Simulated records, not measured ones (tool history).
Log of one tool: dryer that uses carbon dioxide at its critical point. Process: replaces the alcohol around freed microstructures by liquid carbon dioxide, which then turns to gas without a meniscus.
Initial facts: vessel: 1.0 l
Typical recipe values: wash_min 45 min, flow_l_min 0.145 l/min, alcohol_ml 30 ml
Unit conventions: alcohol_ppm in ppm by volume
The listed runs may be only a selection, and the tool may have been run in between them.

run,hour,wash_min,flow_l_min,alcohol_ml,alcohol_ppm
1,0,45,0.145,30,292
# hour 3.7: inlet filter changed
2,10,45,0.145,30,134
3,14.3,45,0.239,30,25
4,19.7,45,0.239,30,12
5,25.8,45,0.239,30,19
6,32.3,45,0.239,67,19
7,37.3,45,0.145,30,130
8,41.6,45,0.145,30,150
9,49.3,45,0.145,32,141
10,56.3,45,0.145,32,144
11,61.7,45,0.145,30,133
12,67.3,50,0.145,30,86
13,75.7,60,0.145,95,84
14,81.4,38,0.145,25,275
15,89,60,0.155,23,25
16,93.2,60,0.219,92,27
17,98.9,40,0.166,30,138
18,106.9,50,0.087,30,797
19,112.6,33,0.11,22,1114
20,116.6,34,0.194,22,108

Forecast run 21:
21,120.7,71,0.101,117,?

Run 21 came out at alcohol_ppm 321 ppm by volume.
Minus the tool's unlogged condition, the same run would have read alcohol_ppm 260 ppm by volume.
